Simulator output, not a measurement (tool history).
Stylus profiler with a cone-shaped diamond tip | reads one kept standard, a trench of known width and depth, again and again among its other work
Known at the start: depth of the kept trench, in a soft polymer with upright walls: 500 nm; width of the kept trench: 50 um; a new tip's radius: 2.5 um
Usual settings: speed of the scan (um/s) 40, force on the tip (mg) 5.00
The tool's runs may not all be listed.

| run | hour | speed of the scan (um/s) | force on the tip (mg) | depth of the trench (Å) | width of the trench's floor (um) |
|---|---|---|---|---|---|
| 1 | 0.0 | 40 | 5.00 | 5145.5 | 45.61 |
| 2 | 33.2 | 40 | 5.00 | 5146.1 | 45.68 |
| 3 | 71.3 | 40 | 5.00 | 5145.9 | 45.61 |
| 4 | 100.8 | 40 | 12.27 | 5235.5 | 45.66 |
| 5 | 129.9 | 40 | 1.97 | 5094.9 | 45.49 |
| 6 | 169.4 | 32 | 5.00 | 5146.9 | 45.63 |
| 7 | 204.1 | 32 | 5.00 | 5146.9 | 45.59 |
| 8 | 229.0 | 32 | 5.00 | 5150.6 | 45.64 |
| 9 | 273.0 | 32 | 3.00 | 5117.4 | 45.49 |
| 10 | 292.9 | 40 | 5.00 | 5148.8 | 45.57 |
| 11 | 334.4 | 40 | 5.00 | 5151.2 | 45.51 |
| 12 | 360.9 | 15 | 5.00 | 5149.8 | 45.64 |
| 13 | 383.4 | 15 | 5.00 | 5148.5 | 45.62 |
| 14 | 427.2 | 15 | 5.00 | 5151.6 | 45.59 |
| 15 | 450.6 | 15 | 5.00 | 5149.1 | 45.57 |
| 16 | 491.4 | 15 | 1.89 | 5101.5 | 45.54 |
| 17 | 536.0 | 64 | 5.00 | 5153.8 | 45.39 |
| 18 | 564.4 | 40 | 5.00 | 5155.3 | 45.41 |
| 19 | 601.5 | 40 | 3.93 | 5138.0 | 45.39 |
| 20 | 623.8 | 40 | 1.68 | 5095.1 | 45.28 |
| 21 | 648.7 | 40 | 1.68 | 5097.7 | 45.21 |
| 22 | 670.2 | 26 | 13.83 | 5262.7 | 45.46 |
| 23 | 689.3 | 54 | 9.44 | 5214.6 | 45.40 |
| 24 | 727.1 | 54 | 9.44 | 5215.3 | 45.35 |
| 25 | 759.3 | 54 | 9.44 | 5219.3 | 45.32 |
| 26 | 804.3 | 28 | 10.38 | 5226.2 | 45.41 |
| 27 | 841.3 | 36 | 3.75 | 5140.5 | 45.31 |
|  | 854.6 | new tip fitted, height scale calibrated |
| 28 | 874.5 | 36 | 3.75 | 5089.4 | 46.73 |
| 29 | 919.4 | 114 | 13.10 | 5206.1 | 46.65 |
| 30 | 949.9 | 15 | 13.10 | 5205.9 | 46.86 |
| 31 | 994.8 | 13 | 4.55 | 5104.9 | 46.82 |

Run 32 comes next. What will it give?
| 32 | 1032.9 | 90 | 9.75 | ? | ? |

{"run 32": {"depth of the trench (Å)": 5172.6, "width of the trench's floor (um)": 46.6}}
Without the tool's hidden state the same run would have given depth of the trench (Å) 5169.9, width of the trench's floor (um) 46.74.
